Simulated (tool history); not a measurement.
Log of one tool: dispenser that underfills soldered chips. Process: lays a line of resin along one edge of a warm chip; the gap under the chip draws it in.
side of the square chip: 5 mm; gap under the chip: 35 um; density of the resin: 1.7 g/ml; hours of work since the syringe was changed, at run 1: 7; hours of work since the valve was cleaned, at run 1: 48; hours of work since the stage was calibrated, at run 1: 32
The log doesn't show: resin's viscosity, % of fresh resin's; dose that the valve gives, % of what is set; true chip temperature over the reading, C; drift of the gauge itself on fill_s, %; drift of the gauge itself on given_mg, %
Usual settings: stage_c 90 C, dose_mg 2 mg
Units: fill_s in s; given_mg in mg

run    day  stage_c  dose_mg  hours of work since the syringe was changed  hours of work since the valve was cleaned  hours of work since the stage was calibrated  fill_s  given_mg
  1      0       90        2                                            7                                         48                                            32    35.3       1.9
     0.208  -- new syringe of resin
  2   0.25       90        2                                            1                                         52                                            36    23.8      1.92
  3  0.454       90        2                                            4                                         55                                            39    30.1      1.89
     0.517  -- dispensing valve cleaned and set on the balance
  4  0.767       90        2                                            8                                          4                                            44    40.4      1.98
     0.867  -- new syringe of resin
  5  1.133       90        2                                            4                                         10                                            49    30.1      1.98
     1.462  -- new syringe of resin
  6  1.462       90        2                                            0                                         15                                            54    22.4      1.97
  7  1.817       94        2                                            6                                         21                                            60    28.3      1.96
     2.071  -- new syringe of resin
  8   2.15       90     2.24                                            1                                         26                                            65    23.4      2.18
  9  2.521       90     2.24                                            7                                         32                                            71    34.8      2.19
     2.696  -- new syringe of resin
 10  2.742       91        2                                            1                                         35                                            75    23.3      1.96
 11  3.025       90     2.18                                            5                                         40                                            79    31.3       2.1
     3.304  -- new syringe of resin
 12  3.404       90     2.18                                            2                                         45                                            85    24.4       2.1
 13  3.796       90        2                                            8                                         52                                            91    38.8      1.92
     3.904  -- new syringe of resin
     4.092  -- dispensing valve cleaned and set on the balance
 14  4.154       90        2                                            3                                          1                                            96    28.2         2
 15  4.342       90     2.17                                            6                                          4                                            99    33.5      2.16
     4.542  -- new syringe of resin
 16    4.7       90     2.17                                            3                                         10                                           105    25.6      2.15
 17  4.983       82        2                                            7                                         14                                           109      51      1.98
     5.142  -- new syringe of resin
 18  5.379       82        2                                            4                                         20                                           115    40.6      1.95
 19  5.629      104     1.94                                            8                                         24                                           119    21.7      1.89
     5.754  -- new syringe of resin
 20  6.054      104     1.94                                            5                                         31                                           126    17.4      1.87
 21  6.258      104     1.94                                            8                                         34                                           129    22.2      1.88
     6.354  -- new syringe of resin
 22  6.517      104     1.94                                            3                                         38                                           133      15      1.87
 23  6.792       92     2.02                                            7                                         43                                           138    32.8      1.95
     6.962  -- new syringe of resin
 24  7.042       77     2.33                                            1                                         46                                           142    41.8      2.23
 25  7.442       82     2.23                                            8                                         53                                           148    52.1      2.13
     7.558  -- new syringe of resin
     7.667  -- dispensing valve cleaned and set on the balance
 26  7.733       98     2.09                                            2                                          1                                           152    17.2      2.08
 27  8.067       82     1.87                                            7                                          6                                           157    51.7      1.85

Forecast each of these 4 alternatives for the next run:
     8.221  -- new syringe of resin
  A  8.442       96     2.09                                            4                                         12                                           163       ?         ?
     8.221  -- new syringe of resin
  B  8.442       88     2.05                                            4                                         12                                           163       ?         ?
     8.221  -- new syringe of resin
  C  8.442       76     2.22                                            4                                         12                                           163       ?         ?
     8.221  -- new syringe of resin
  D  8.442       82     2.54                                            4                                         12                                           163       ?         ?

run  fill_s  given_mg
  A    21.7       2.1
  B    29.9      2.02
  C    50.4      2.19
  D    38.3      2.51
Without the tool's hidden state the same runs would have given:
run  fill_s  given_mg
  A    17.2      2.13
  B    23.7      2.05
  C      40      2.22
  D    30.5      2.55
